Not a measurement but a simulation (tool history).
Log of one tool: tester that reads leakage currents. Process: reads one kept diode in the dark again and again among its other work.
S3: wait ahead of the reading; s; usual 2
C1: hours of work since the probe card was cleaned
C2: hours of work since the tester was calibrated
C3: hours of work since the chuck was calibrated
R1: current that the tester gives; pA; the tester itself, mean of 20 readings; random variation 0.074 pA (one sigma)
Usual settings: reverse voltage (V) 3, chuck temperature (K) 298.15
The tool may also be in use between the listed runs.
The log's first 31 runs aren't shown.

{"run": 32, "hour": 672.8, "reverse voltage (V)": 1.45, "chuck temperature (K)": 302.15, "S3": 2, "C1": 380, "C2": 446, "C3": 145, "R1": 17.2}
{"run": 33, "hour": 704.9, "reverse voltage (V)": 5.29, "chuck temperature (K)": 308.15, "S3": 7.95, "C1": 394, "C2": 461, "C3": 159, "R1": 53.6}
{"run": 34, "hour": 737.1, "reverse voltage (V)": 1.4, "chuck temperature (K)": 298.15, "S3": 6.91, "C1": 409, "C2": 475, "C3": 174, "R1": 12.26}
{"run": 35, "hour": 752.4, "reverse voltage (V)": 3, "chuck temperature (K)": 327.15, "S3": 1.62, "C1": 416, "C2": 482, "C3": 181, "R1": 148.34}
{"run": 36, "hour": 768.5, "reverse voltage (V)": 4.48, "chuck temperature (K)": 303.15, "S3": 5.56, "C1": 423, "C2": 490, "C3": 188, "R1": 34.09}
{"run": 37, "hour": 791.9, "reverse voltage (V)": 1.12, "chuck temperature (K)": 298.15, "S3": 7.33, "C1": 433, "C2": 500, "C3": 199, "R1": 10.82}
{"run": 38, "hour": 810.9, "reverse voltage (V)": 12.7, "chuck temperature (K)": 299.15, "S3": 7.33, "C1": 442, "C2": 509, "C3": 207, "R1": 45.1}
{"run": 39, "hour": 828.7, "reverse voltage (V)": 12.7, "chuck temperature (K)": 299.15, "S3": 7.33, "C1": 450, "C2": 517, "C3": 215, "R1": 44.95}
{"run": 40, "hour": 857.3, "reverse voltage (V)": 12.7, "chuck temperature (K)": 299.15, "S3": 7.33, "C1": 463, "C2": 529, "C3": 228, "R1": 45.42}
{"run": 41, "hour": 877.7, "reverse voltage (V)": 12.7, "chuck temperature (K)": 299.15, "S3": 7.33, "C1": 472, "C2": 539, "C3": 237, "R1": 45.28}

Forecast each of these 3 alternatives for the next run:
{"run": "A", "hour": 904.3, "reverse voltage (V)": 12.41, "chuck temperature (K)": 327.15, "S3": 7.49, "C1": 484, "C2": 551, "C3": 249, "R1": "?"}
{"run": "B", "hour": 904.3, "reverse voltage (V)": 16.17, "chuck temperature (K)": 295.15, "S3": 5.01, "C1": 484, "C2": 551, "C3": 249, "R1": "?"}
{"run": "C", "hour": 904.3, "reverse voltage (V)": 15.73, "chuck temperature (K)": 298.15, "S3": 2, "C1": 484, "C2": 551, "C3": 249, "R1": "?"}

run=A R1=319.68
run=B R1=38.99
run=C R1=48.44
Without the tool's hidden state the same runs would have given:
run=A R1=311.42
run=B R1=34.88
run=C R1=44.26

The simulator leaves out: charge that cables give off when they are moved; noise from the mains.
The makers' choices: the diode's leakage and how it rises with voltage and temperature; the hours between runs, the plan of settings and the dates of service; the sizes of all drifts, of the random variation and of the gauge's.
